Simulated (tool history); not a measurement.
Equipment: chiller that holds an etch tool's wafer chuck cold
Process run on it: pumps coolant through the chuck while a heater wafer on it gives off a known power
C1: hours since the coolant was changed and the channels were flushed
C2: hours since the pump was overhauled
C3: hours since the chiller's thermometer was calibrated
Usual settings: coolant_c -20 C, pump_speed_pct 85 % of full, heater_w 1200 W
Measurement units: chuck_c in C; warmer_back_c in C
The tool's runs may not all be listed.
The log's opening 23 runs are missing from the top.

{"run": 24, "hour": 986.6, "coolant_c": -14, "pump_speed_pct": 96, "heater_w": 1718, "C1": 3434, "C2": 1909, "C3": 2066, "chuck_c": 5.9, "warmer_back_c": 4.2}
{"run": 25, "hour": 1040.9, "coolant_c": -25, "pump_speed_pct": 85, "heater_w": 626, "C1": 3488, "C2": 1963, "C3": 2121, "chuck_c": -17.1, "warmer_back_c": 1.75}
{"run": 26, "hour": 1082.0, "coolant_c": -10, "pump_speed_pct": 85, "heater_w": 750, "C1": 3529, "C2": 2004, "C3": 2162, "chuck_c": -0.2, "warmer_back_c": 2.09}
{"run": 27, "hour": 1132.6, "coolant_c": -10, "pump_speed_pct": 85, "heater_w": 1200, "C1": 3580, "C2": 2054, "C3": 2212, "chuck_c": 5.2, "warmer_back_c": 3.39}
{"run": 28, "hour": 1182.7, "coolant_c": -26, "pump_speed_pct": 85, "heater_w": 1712, "C1": 3630, "C2": 2105, "C3": 2262, "chuck_c": -4.3, "warmer_back_c": 4.81}
{"run": 29, "hour": 1209.4, "coolant_c": -20, "pump_speed_pct": 90, "heater_w": 1200, "C1": 3657, "C2": 2131, "C3": 2289, "chuck_c": -5.3, "warmer_back_c": 3.15}
{"run": 30, "hour": 1254.6, "coolant_c": -16, "pump_speed_pct": 88, "heater_w": 933, "C1": 3702, "C2": 2176, "C3": 2334, "chuck_c": -4.3, "warmer_back_c": 2.49}
{"run": 31, "hour": 1294.7, "coolant_c": -11, "pump_speed_pct": 65, "heater_w": 1200, "C1": 3742, "C2": 2217, "C3": 2374, "chuck_c": 7.5, "warmer_back_c": 4.45}
{"run": 32, "hour": 1350.5, "coolant_c": -27, "pump_speed_pct": 85, "heater_w": 1040, "C1": 3798, "C2": 2272, "C3": 2430, "chuck_c": -13.5, "warmer_back_c": 2.91}

Consider 4 possible next runs. They are alternatives, not a sequence: every one starts from the tool as it was left by run 32. What does each give?
{"run": "A", "hour": 1382.6, "coolant_c": -20, "pump_speed_pct": 96, "heater_w": 675, "C1": 3830, "C2": 2304, "C3": 2462, "chuck_c": "?", "warmer_back_c": "?"}
{"run": "B", "hour": 1382.6, "coolant_c": -26, "pump_speed_pct": 84, "heater_w": 937, "C1": 3830, "C2": 2304, "C3": 2462, "chuck_c": "?", "warmer_back_c": "?"}
{"run": "C", "hour": 1382.6, "coolant_c": -22, "pump_speed_pct": 67, "heater_w": 659, "C1": 3830, "C2": 2304, "C3": 2462, "chuck_c": "?", "warmer_back_c": "?"}
{"run": "D", "hour": 1382.6, "coolant_c": -11, "pump_speed_pct": 82, "heater_w": 1158, "C1": 3830, "C2": 2304, "C3": 2462, "chuck_c": "?", "warmer_back_c": "?"}

run=A chuck_c=-11.9 warmer_back_c=1.69
run=B chuck_c=-13.8 warmer_back_c=2.68
run=C chuck_c=-12.1 warmer_back_c=2.35
run=D chuck_c=4.3 warmer_back_c=3.40
Stripped of hidden state, with their random variation kept, the same runs would have yielded:
run=A chuck_c=-12.8 warmer_back_c=1.64
run=B chuck_c=-15.1 warmer_back_c=2.61
run=C chuck_c=-13.2 warmer_back_c=2.28
run=D chuck_c=2.7 warmer_back_c=3.30
